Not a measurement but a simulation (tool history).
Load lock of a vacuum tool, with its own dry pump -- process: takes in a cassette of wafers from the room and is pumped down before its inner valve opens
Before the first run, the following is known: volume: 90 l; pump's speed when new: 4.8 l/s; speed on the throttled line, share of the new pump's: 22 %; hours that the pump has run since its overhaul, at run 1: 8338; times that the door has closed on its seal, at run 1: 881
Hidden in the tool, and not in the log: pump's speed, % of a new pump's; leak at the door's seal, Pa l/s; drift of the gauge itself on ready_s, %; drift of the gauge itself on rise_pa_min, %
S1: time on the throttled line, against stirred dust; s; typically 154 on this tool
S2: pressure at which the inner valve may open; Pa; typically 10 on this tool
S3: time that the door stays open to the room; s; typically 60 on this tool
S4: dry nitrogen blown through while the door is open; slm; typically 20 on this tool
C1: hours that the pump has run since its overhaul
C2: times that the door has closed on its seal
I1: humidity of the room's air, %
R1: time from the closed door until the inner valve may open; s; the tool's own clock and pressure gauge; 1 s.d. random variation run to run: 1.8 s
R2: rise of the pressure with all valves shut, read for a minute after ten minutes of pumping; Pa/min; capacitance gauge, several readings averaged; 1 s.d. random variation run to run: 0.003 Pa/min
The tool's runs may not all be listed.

{"run": 1, "hour": 0.0, "S1": 154, "S2": 10, "S3": 60, "S4": 20, "C1": 8338, "C2": 881, "I1": 45.7, "R1": 294.2, "R2": 0.046}
{"run": 2, "hour": 307.6, "S1": 154, "S2": 10, "S3": 60, "S4": 20, "C1": 8646, "C2": 1984, "I1": 42.9, "R1": 295.9, "R2": 0.042}
{"run": 3, "hour": 809.5, "S1": 154, "S2": 10, "S3": 60, "S4": 20, "C1": 9147, "C2": 3782, "I1": 44.0, "R1": 293.1, "R2": 0.036}
{"run": 4, "hour": 1289.9, "S1": 154, "S2": 10, "S3": 60, "S4": 20, "C1": 9628, "C2": 5504, "I1": 47.4, "R1": 295.8, "R2": 0.038}
{"run": 5, "hour": 1552.0, "S1": 154, "S2": 10, "S3": 60, "S4": 20, "C1": 9890, "C2": 6443, "I1": 43.0, "R1": 293.7, "R2": 0.041}
{"run": 6, "hour": 1792.3, "S1": 154, "S2": 10, "S3": 60, "S4": 20, "C1": 10130, "C2": 7305, "I1": 46.7, "R1": 294.8, "R2": 0.045}
{"run": 7, "hour": 2080.9, "S1": 154, "S2": 10, "S3": 60, "S4": 20, "C1": 10419, "C2": 8339, "I1": 49.7, "R1": 293.2, "R2": 0.046}
{"run": 8, "hour": 2301.7, "S1": 154, "S2": 10, "S3": 60, "S4": 20, "C1": 10640, "C2": 9130, "I1": 43.6, "R1": 293.1, "R2": 0.036}
{"run": 9, "hour": 2702.3, "S1": 154, "S2": 10, "S3": 60, "S4": 20, "C1": 11040, "C2": 10565, "I1": 42.5, "R1": 293.6, "R2": 0.04}
{"run": 10, "hour": 2970.2, "S1": 154, "S2": 10, "S3": 60, "S4": 20, "C1": 11308, "C2": 11526, "I1": 45.7, "R1": 293.1, "R2": 0.044}
{"run": 11, "hour": 3448.6, "S1": 154, "S2": 7, "S3": 60, "S4": 20, "C1": 11787, "C2": 13240, "I1": 44.6, "R1": 296.3, "R2": 0.039}
{"run": 12, "hour": 3860.4, "S1": 154, "S2": 7, "S3": 60, "S4": 20, "C1": 12198, "C2": 14716, "I1": 43.3, "R1": 300.8, "R2": 0.039}
{"run": 13, "hour": 4346.6, "S1": 243, "S2": 10, "S3": 60, "S4": 20, "C1": 12685, "C2": 16458, "I1": 44.4, "R1": 361.4, "R2": 0.042}
{"run": 14, "hour": 4766.2, "S1": 243, "S2": 10, "S3": 60, "S4": 20, "C1": 13104, "C2": 17962, "I1": 48.0, "R1": 364.2, "R2": 0.045}
{"run": 15, "hour": 5084.8, "S1": 154, "S2": 10, "S3": 60, "S4": 16, "C1": 13423, "C2": 19104, "I1": 44.0, "R1": 292.8, "R2": 0.041}
{"hour": 5281.8, "done": "dry pump taken out, an overhauled one fitted"}
{"run": 16, "hour": 5434.7, "S1": 154, "S2": 10, "S3": 60, "S4": 20, "C1": 153, "C2": 20336, "I1": 43.6, "R1": 295.5, "R2": 0.036}
{"run": 17, "hour": 5750.6, "S1": 154, "S2": 11, "S3": 60, "S4": 20, "C1": 469, "C2": 21468, "I1": 40.3, "R1": 291.1, "R2": 0.036}
{"run": 18, "hour": 6008.2, "S1": 154, "S2": 10, "S3": 60, "S4": 20, "C1": 726, "C2": 22391, "I1": 47.6, "R1": 293.7, "R2": 0.052}
{"run": 19, "hour": 6337.7, "S1": 173, "S2": 10, "S3": 60, "S4": 20, "C1": 1056, "C2": 23572, "I1": 46.4, "R1": 309.0, "R2": 0.043}
{"run": 20, "hour": 6731.1, "S1": 173, "S2": 10, "S3": 60, "S4": 20, "C1": 1449, "C2": 24982, "I1": 46.7, "R1": 310.2, "R2": 0.044}
{"run": 21, "hour": 7097.4, "S1": 290, "S2": 11, "S3": 90, "S4": 13, "C1": 1816, "C2": 26295, "I1": 49.1, "R1": 398.9, "R2": 0.065}
{"run": 22, "hour": 7515.6, "S1": 217, "S2": 17, "S3": 90, "S4": 13, "C1": 2234, "C2": 27793, "I1": 43.7, "R1": 336.2, "R2": 0.058}
{"run": 23, "hour": 7736.0, "S1": 217, "S2": 17, "S3": 162, "S4": 15, "C1": 2454, "C2": 28583, "I1": 44.9, "R1": 334.1, "R2": 0.076}
{"run": 24, "hour": 8034.4, "S1": 122, "S2": 12, "S3": 149, "S4": 10, "C1": 2753, "C2": 29653, "I1": 41.8, "R1": 268.4, "R2": 0.083}
{"run": 25, "hour": 8267.0, "S1": 111, "S2": 8, "S3": 36, "S4": 6, "C1": 2985, "C2": 30486, "I1": 46.6, "R1": 264.6, "R2": 0.042}
{"hour": 8628.0, "done": "door's seal changed, seat wiped"}
{"run": 26, "hour": 8779.1, "S1": 98, "S2": 8, "S3": 206, "S4": 6, "C1": 3496, "C2": 541, "I1": 43.6, "R1": 252.8, "R2": 0.111}
{"run": 27, "hour": 9033.8, "S1": 219, "S2": 15, "S3": 206, "S4": 16, "C1": 3751, "C2": 1454, "I1": 43.8, "R1": 334.8, "R2": 0.092}
{"run": 28, "hour": 9271.5, "S1": 103, "S2": 14, "S3": 60, "S4": 20, "C1": 3988, "C2": 2306, "I1": 43.8, "R1": 246.1, "R2": 0.033}
{"run": 29, "hour": 9801.1, "S1": 103, "S2": 14, "S3": 60, "S4": 20, "C1": 4518, "C2": 4204, "I1": 43.6, "R1": 246.7, "R2": 0.037}
{"run": 30, "hour": 10192.1, "S1": 111, "S2": 14, "S3": 60, "S4": 32, "C1": 4909, "C2": 5605, "I1": 47.5, "R1": 253.8, "R2": 0.038}
{"run": 31, "hour": 10508.8, "S1": 111, "S2": 14, "S3": 60, "S4": 32, "C1": 5225, "C2": 6740, "I1": 45.0, "R1": 253.2, "R2": 0.031}
{"run": 32, "hour": 10822.1, "S1": 111, "S2": 15, "S3": 57, "S4": 12, "C1": 5539, "C2": 7862, "I1": 49.9, "R1": 254.5, "R2": 0.054}
{"run": 33, "hour": 11215.7, "S1": 111, "S2": 15, "S3": 57, "S4": 12, "C1": 5932, "C2": 9273, "I1": 47.9, "R1": 253.1, "R2": 0.049}
{"run": 34, "hour": 11570.5, "S1": 111, "S2": 15, "S3": 57, "S4": 12, "C1": 6287, "C2": 10545, "I1": 43.1, "R1": 252.6, "R2": 0.047}
{"run": 35, "hour": 11926.8, "S1": 111, "S2": 14, "S3": 57, "S4": 13, "C1": 6643, "C2": 11821, "I1": 46.6, "R1": 252.8, "R2": 0.046}
{"run": 36, "hour": 12319.1, "S1": 111, "S2": 14, "S3": 57, "S4": 13, "C1": 7036, "C2": 13227, "I1": 44.1, "R1": 251.0, "R2": 0.042}

Forecast each of these 3 alternatives for the next run:
{"run": "A", "hour": 12751.5, "S1": 154, "S2": 10, "S3": 124, "S4": 41, "C1": 7468, "C2": 14777, "I1": 47.0, "R1": "?", "R2": "?"}
{"run": "B", "hour": 12751.5, "S1": 118, "S2": 14, "S3": 57, "S4": 7, "C1": 7468, "C2": 14777, "I1": 44.4, "R1": "?", "R2": "?"}
{"run": "C", "hour": 12751.5, "S1": 111, "S2": 14, "S3": 208, "S4": 7, "C1": 7468, "C2": 14777, "I1": 45.2, "R1": "?", "R2": "?"}

run=A R1=296.2 R2=0.047
run=B R1=258.5 R2=0.049
run=C R1=252.8 R2=0.108
Stripped of hidden state, with their random variation kept, the same runs would have yielded:
run=A R1=296.1 R2=0.046
run=B R1=258.3 R2=0.048
run=C R1=252.7 R2=0.107
